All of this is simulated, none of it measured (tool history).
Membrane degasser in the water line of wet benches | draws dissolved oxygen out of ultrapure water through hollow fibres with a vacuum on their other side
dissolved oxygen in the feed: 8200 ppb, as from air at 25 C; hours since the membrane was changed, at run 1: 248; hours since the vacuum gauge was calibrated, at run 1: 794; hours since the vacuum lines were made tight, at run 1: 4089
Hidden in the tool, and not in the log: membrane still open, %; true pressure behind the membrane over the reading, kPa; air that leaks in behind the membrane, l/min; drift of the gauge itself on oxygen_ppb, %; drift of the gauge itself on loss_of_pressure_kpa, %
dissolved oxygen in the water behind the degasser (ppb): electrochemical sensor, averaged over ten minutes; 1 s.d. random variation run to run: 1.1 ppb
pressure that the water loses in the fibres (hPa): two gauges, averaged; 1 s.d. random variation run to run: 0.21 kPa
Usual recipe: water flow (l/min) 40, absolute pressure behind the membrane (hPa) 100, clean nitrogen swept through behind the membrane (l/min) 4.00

run,hour,water flow (l/min),absolute pressure behind the membrane (hPa),clean nitrogen swept through behind the membrane (l/min),hours since the membrane was changed,hours since the vacuum gauge was calibrated,hours since the vacuum lines were made tight,dissolved oxygen in the water behind the degasser (ppb),pressure that the water loses in the fibres (hPa)
1,0.0,40,100,4.00,248,794,4089,179.8,502.6
2,95.1,40,100,6.41,343,889,4184,120.5,503.4
3,161.4,40,100,6.41,410,955,4250,121.3,502.3
4,255.3,38,100,4.00,504,1049,4344,168.8,479.9
5,325.2,40,187,4.00,574,1119,4414,371.4,506.8
6,364.7,40,187,4.00,613,1159,4454,373.3,500.5
7,406.9,40,100,4.00,655,1201,4496,178.9,503.2
8,472.7,40,100,4.00,721,1267,4562,178.5,508.3
9,547.6,40,100,4.00,796,1342,4636,178.8,502.2
10,621.3,40,100,4.00,870,1415,4710,177.8,503.1
11,663.9,40,100,4.00,912,1458,4753,178.6,504.1
12,716.3,40,100,4.00,965,1510,4805,179.7,503.7
13,780.2,40,100,4.00,1029,1574,4869,179.1,504.8
14,859.9,40,100,4.00,1108,1654,4949,179.9,505.6
15,922.7,63,100,4.00,1171,1717,5012,279.4,793.5
16,998.8,40,75,4.00,1247,1793,5088,123.8,509.1
17,1037.8,40,75,4.00,1286,1832,5127,122.0,506.8
18,1077.6,40,75,4.00,1326,1872,5166,122.8,509.6
19,1155.1,40,75,4.00,1403,1949,5244,122.5,506.4
20,1246.0,58,117,4.00,1494,2040,5335,315.0,731.2
21,1324.9,49,100,3.02,1573,2119,5414,276.8,621.4
22,1420.7,40,101,5.18,1669,2215,5510,147.6,506.5
23,1491.3,40,130,4.00,1740,2285,5580,251.3,512.3
24,1582.7,40,130,4.00,1831,2377,5672,248.8,510.2
25,1655.0,64,138,3.08,1903,2449,5744,514.5,812.5
26,1727.7,41,106,3.39,1976,2522,5817,230.4,516.8
27,1780.7,36,144,3.89,2029,2575,5870,260.3,455.2
28,1842.2,45,169,9.35,2090,2636,5931,185.7,575.2
29,1913.6,45,169,9.35,2162,2708,6002,183.2,574.8
30,2007.9,45,169,9.35,2256,2802,6097,184.0,578.4
31,2090.4,45,169,9.35,2339,2884,6179,184.1,575.1
32,2135.9,51,70,6.87,2384,2930,6225,103.6,655.0

Forecast each of these 3 alternatives for the next run:
A,2203.1,26,112,2.00,2451,2997,6292,?,?
B,2203.1,51,70,10.49,2451,2997,6292,?,?
C,2203.1,26,221,2.27,2451,2997,6292,?,?

run,dissolved oxygen in the water behind the degasser (ppb),pressure that the water loses in the fibres (hPa)
A,249.2,332.4
B,79.3,651.0
C,502.9,334.3
The same runs, with their run-to-run variation unchanged, on a tool lacking any hidden condition would have given:
run,dissolved oxygen in the water behind the degasser (ppb),pressure that the water loses in the fibres (hPa)
A,241.6,327.3
B,74.7,641.0
C,492.2,329.2
